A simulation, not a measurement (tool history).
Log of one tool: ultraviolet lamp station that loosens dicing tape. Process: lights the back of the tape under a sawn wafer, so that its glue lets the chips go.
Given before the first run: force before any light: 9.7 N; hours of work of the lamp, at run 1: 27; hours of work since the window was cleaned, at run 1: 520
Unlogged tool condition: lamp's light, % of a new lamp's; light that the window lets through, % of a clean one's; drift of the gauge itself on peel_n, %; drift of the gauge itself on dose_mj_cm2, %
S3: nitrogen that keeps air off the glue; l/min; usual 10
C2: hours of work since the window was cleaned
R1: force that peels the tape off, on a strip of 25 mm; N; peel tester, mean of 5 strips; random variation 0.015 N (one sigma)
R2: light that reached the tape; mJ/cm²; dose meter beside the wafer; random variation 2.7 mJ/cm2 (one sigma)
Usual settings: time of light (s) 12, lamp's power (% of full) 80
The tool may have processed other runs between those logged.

Run 1, day 0.000: usual settings; hours of work of the lamp 27; C2 520. Result: R1 0.874 N, R2 336 mJ/cm².
Run 2, day 0.496: usual settings; hours of work of the lamp 36; C2 528. Result: R1 0.907 N, R2 327 mJ/cm².
Run 3, day 0.971: usual settings but time of light (s) 23; hours of work of the lamp 44; C2 536. Result: R1 0.259 N, R2 629 mJ/cm².
Run 4, day 1.846: usual settings but time of light (s) 23; hours of work of the lamp 59; C2 551. Result: R1 0.253 N, R2 628 mJ/cm².
Run 5, day 2.404: usual settings; hours of work of the lamp 68; C2 561. Result: R1 0.921 N, R2 328 mJ/cm².
Run 6, day 2.950: usual settings; hours of work of the lamp 77; C2 570. Result: R1 0.928 N, R2 326 mJ/cm².
At day 3.042: window cleaned of glue's vapour.
Run 7, day 3.862: usual settings; hours of work of the lamp 92; C2 14. Result: R1 1.065 N, R2 299 mJ/cm².
At day 4.458: window cleaned of glue's vapour, once more.
Run 8, day 4.588: usual settings but lamp's power (% of full) 92; hours of work of the lamp 104; C2 2. Result: R1 0.553 N, R2 420 mJ/cm².
Run 9, day 5.179: usual settings but lamp's power (% of full) 92; hours of work of the lamp 114; C2 12. Result: R1 0.556 N, R2 413 mJ/cm².
Run 10, day 5.562: usual settings but time of light (s) 11; hours of work of the lamp 121; C2 19. Result: R1 0.882 N, R2 331 mJ/cm².
Run 11, day 6.421: usual settings but time of light (s) 11; hours of work of the lamp 135; C2 33. Result: R1 0.891 N, R2 329 mJ/cm².
Run 12, day 6.992: usual settings but time of light (s) 11; hours of work of the lamp 145; C2 43. Result: R1 0.909 N, R2 327 mJ/cm².
Run 13, day 7.750: usual settings but time of light (s) 14, lamp's power (% of full) 61, S3 13 l/min; hours of work of the lamp 158; C2 56. Result: R1 0.833 N, R2 315 mJ/cm².
Run 14, day 8.183: usual settings but time of light (s) 14, lamp's power (% of full) 61, S3 13 l/min; hours of work of the lamp 165; C2 63. Result: R1 0.817 N, R2 314 mJ/cm².
Run 15, day 8.921: usual settings but time of light (s) 15, lamp's power (% of full) 62, S3 5 l/min; hours of work of the lamp 177; C2 75. Result: R1 1.468 N, R2 339 mJ/cm².

4 ways to go on from here, each from the tool as it stands after run 15. What would each give?
Run A, day 9.504: usual settings but time of light (s) 7, S3 9 l/min; hours of work of the lamp 187; C2 85. Result: R1 ?, R2 ?.
Run B, day 9.504: usual settings but time of light (s) 23, lamp's power (% of full) 79, S3 4 l/min; hours of work of the lamp 187; C2 85. Result: R1 ?, R2 ?.
Run C, day 9.504: usual settings but time of light (s) 10, lamp's power (% of full) 79, S3 5 l/min; hours of work of the lamp 187; C2 85. Result: R1 ?, R2 ?.
Run D, day 9.504: usual settings but lamp's power (% of full) 67, S3 5 l/min; hours of work of the lamp 187; C2 85. Result: R1 ?, R2 ?.

run     R1   R2
  A  2.267  204
  B  0.462  655
  C  1.909  289
  D  1.848  289
Stripped of hidden state, with their random variation kept, the same runs would have yielded:
run     R1   R2
  A  2.086  217
  B  0.411  694
  C  1.745  306
  D  1.687  306

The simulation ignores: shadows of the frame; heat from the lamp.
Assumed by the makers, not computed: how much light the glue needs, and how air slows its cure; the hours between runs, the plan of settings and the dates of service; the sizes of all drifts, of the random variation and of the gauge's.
